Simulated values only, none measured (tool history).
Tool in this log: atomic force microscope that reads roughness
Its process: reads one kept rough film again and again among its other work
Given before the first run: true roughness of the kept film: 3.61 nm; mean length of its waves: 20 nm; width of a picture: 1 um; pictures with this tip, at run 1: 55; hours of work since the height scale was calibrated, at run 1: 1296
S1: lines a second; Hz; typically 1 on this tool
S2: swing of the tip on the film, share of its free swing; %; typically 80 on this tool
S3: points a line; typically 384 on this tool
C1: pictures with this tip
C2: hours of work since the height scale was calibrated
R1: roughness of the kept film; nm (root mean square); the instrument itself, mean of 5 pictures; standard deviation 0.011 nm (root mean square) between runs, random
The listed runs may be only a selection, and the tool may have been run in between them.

run	hour	S1	S2	S3	C1	C2	R1
1	0	1	80	384	55	1296	2.112
2	34.8	1	80	384	149	1323	1.788
3	67	1	69	384	237	1348	1.599
# hour 71.6: new tip fitted
4	113.8	1	80	384	115	1384	1.893
5	157	1	80	384	232	1418	1.553
# hour 163.8: new tip fitted
6	197.9	1	80	384	93	1450	2.01
7	240.8	1	80	384	209	1483	1.638
# hour 258: new tip fitted
8	262	1	80	384	11	1499	2.338
9	289.3	1	80	384	85	1521	2.02
10	322.9	1	80	384	176	1547	1.731
# hour 349.5: new tip fitted
11	357.2	1	80	384	21	1573	2.301
12	404.1	1	78	384	149	1610	1.77
# hour 441.5: new tip fitted
13	441.5	1	80	339	0	1639	2.384
14	489.7	1	80	339	131	1677	1.834
15	512.3	1	80	384	192	1694	1.672
# hour 534.1: new tip fitted
16	559.4	1	80	384	69	1731	2.129
17	590.7	1	80	384	154	1755	1.789
18	610.4	1	80	384	207	1771	1.631
# hour 628: new tip fitted
19	645.7	1	80	568	48	1798	2.152
20	671.8	1.83	80	384	119	1818	1.775
21	692	1.83	80	384	174	1834	1.613
# hour 719.7: new tip fitted
22	739.3	1.83	80	384	53	1871	2.014
23	784.8	1	80	547	176	1906	1.697
# hour 813.1: new tip fitted
24	813.1	1	80	547	0	1928	2.429
25	848.8	1	80	384	97	1956	1.977
26	870.7	1	64	477	157	1973	1.844

What will run 27 give?
# hour 905.7: new tip fitted
27	918.4	1	64	477	35	2010	?

{"run 27": {"R1": 2.291}}
If the tool had no hidden condition, the same run with the same run-to-run variation would have returned R1 2.558 nm (root mean square).

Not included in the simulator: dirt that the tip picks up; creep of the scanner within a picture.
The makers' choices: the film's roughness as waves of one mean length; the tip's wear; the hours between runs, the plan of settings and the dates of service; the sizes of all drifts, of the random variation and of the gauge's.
